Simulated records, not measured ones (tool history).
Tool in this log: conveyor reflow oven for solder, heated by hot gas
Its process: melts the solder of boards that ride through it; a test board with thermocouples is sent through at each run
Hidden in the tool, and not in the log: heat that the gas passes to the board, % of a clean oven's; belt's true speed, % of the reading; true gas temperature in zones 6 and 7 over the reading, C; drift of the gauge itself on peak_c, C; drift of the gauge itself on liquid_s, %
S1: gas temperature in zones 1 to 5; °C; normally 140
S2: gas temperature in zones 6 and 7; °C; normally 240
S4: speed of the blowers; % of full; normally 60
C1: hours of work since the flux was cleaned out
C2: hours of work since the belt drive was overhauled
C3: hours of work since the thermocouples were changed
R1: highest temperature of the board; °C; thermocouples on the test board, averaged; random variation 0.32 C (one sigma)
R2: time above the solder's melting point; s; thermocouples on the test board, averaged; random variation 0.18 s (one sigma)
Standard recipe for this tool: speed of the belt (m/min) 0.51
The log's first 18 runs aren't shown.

Run 19, hour 656.6: usual settings but S1 125 °C, S4 52 % of full; C1 161; C2 203; C3 162. Result: R1 221.7 °C, R2 61.3 s.
Run 20, hour 689.7: usual settings but S1 125 °C, S4 52 % of full; C1 176; C2 219; C3 178. Result: R1 221.3 °C, R2 61.4 s.
Run 21, hour 727.4: usual settings but S1 125 °C, S4 52 % of full; C1 194; C2 237; C3 196. Result: R1 221.1 °C, R2 61.3 s.
At hour 751.1: flux residue cleaned out of gas plates and filters.
Run 22, hour 760.4: usual settings but S1 125 °C, S4 52 % of full; C1 4; C2 250; C3 209. Result: R1 221.7 °C, R2 62.2 s.
Run 23, hour 784: usual settings but S1 125 °C, S4 52 % of full; C1 16; C2 261; C3 221. Result: R1 222.6 °C, R2 62.4 s.
Run 24, hour 822.6: usual settings but S1 125 °C, S4 52 % of full; C1 34; C2 280; C3 239. Result: R1 222.4 °C, R2 61.8 s.
Run 25, hour 858: usual settings but S1 125 °C, S4 52 % of full; C1 51; C2 297; C3 256. Result: R1 221.6 °C, R2 61.9 s.
Run 26, hour 883.5: usual settings but S1 138 °C, S2 242 °C, speed of the belt (m/min) 0.48; C1 63; C2 309; C3 268. Result: R1 229.1 °C, R2 76.5 s.
Run 27, hour 908.9: usual settings but S1 154 °C, S4 70 % of full; C1 75; C2 321; C3 280. Result: R1 229.4 °C, R2 77.5 s.
Run 28, hour 950.4: usual settings but S4 67 % of full; C1 95; C2 341; C3 300. Result: R1 227.4 °C, R2 71.1 s.

Expected results for the next run?
Run 29, hour 986: usual settings but S1 141 °C, S2 238 °C, speed of the belt (m/min) 0.504, S4 63 % of full; C1 112; C2 358; C3 317. Result: R1 ?, R2 ?.

{"run 29": {"R1": 224.6, "R2": 71.1}}
Minus the tool's unlogged condition, the same run would have read R1 226.1 °C, R2 71.6 s.

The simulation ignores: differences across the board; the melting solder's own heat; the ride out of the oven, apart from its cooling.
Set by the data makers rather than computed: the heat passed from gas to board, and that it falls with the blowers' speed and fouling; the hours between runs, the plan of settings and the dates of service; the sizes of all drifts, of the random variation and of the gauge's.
